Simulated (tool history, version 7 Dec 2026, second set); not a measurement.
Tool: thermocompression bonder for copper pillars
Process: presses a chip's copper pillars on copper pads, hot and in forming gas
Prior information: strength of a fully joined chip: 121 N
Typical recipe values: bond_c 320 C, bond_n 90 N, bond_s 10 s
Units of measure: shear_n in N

Run 1, hour 0.0: usual settings. Result: shear_n 75.8 N.
Run 2, hour 18.6: usual settings. Result: shear_n 76.4 N.
Run 3, hour 36.6: usual settings but bond_n 77 N. Result: shear_n 70.3 N.
Run 4, hour 52.6: usual settings but bond_s 28 s. Result: shear_n 95.5 N.
Run 5, hour 71.7: usual settings but bond_s 28 s. Result: shear_n 98.3 N.
Run 6, hour 80.9: usual settings but bond_s 12 s. Result: shear_n 80.0 N.
Run 7, hour 91.6: usual settings but bond_c 337 C, bond_n 105 N, bond_s 11 s. Result: shear_n 91.1 N.
Run 8, hour 104.3: usual settings but bond_c 340 C, bond_s 15 s. Result: shear_n 91.2 N.
Run 9, hour 116.5: usual settings but bond_c 301 C, bond_n 76 N, bond_s 7 s. Result: shear_n 51.7 N.
Run 10, hour 126.0: usual settings but bond_c 345 C, bond_n 113 N, bond_s 5 s. Result: shear_n 81.3 N.
Run 11, hour 138.9: usual settings but bond_c 291 C, bond_n 113 N, bond_s 12 s. Result: shear_n 73.5 N.
Run 12, hour 153.0: usual settings but bond_c 348 C, bond_n 113 N. Result: shear_n 95.8 N.

What if the next run were any one of these 3? Each begins from the tool's condition after run 12:
Run A, hour 165.9: usual settings but bond_c 339 C, bond_n 96 N. Result: shear_n ?.
Run B, hour 165.9: usual settings but bond_c 348 C, bond_n 67 N. Result: shear_n ?.
Run C, hour 165.9: usual settings but bond_c 300 C, bond_s 19 s. Result: shear_n ?.

run  shear_n
  A     86.5
  B     75.8
  C     78.5
With the hidden condition removed and each run's random variation left untouched, the same runs would have given:
run  shear_n
  A     85.5
  B     74.6
  C     76.8

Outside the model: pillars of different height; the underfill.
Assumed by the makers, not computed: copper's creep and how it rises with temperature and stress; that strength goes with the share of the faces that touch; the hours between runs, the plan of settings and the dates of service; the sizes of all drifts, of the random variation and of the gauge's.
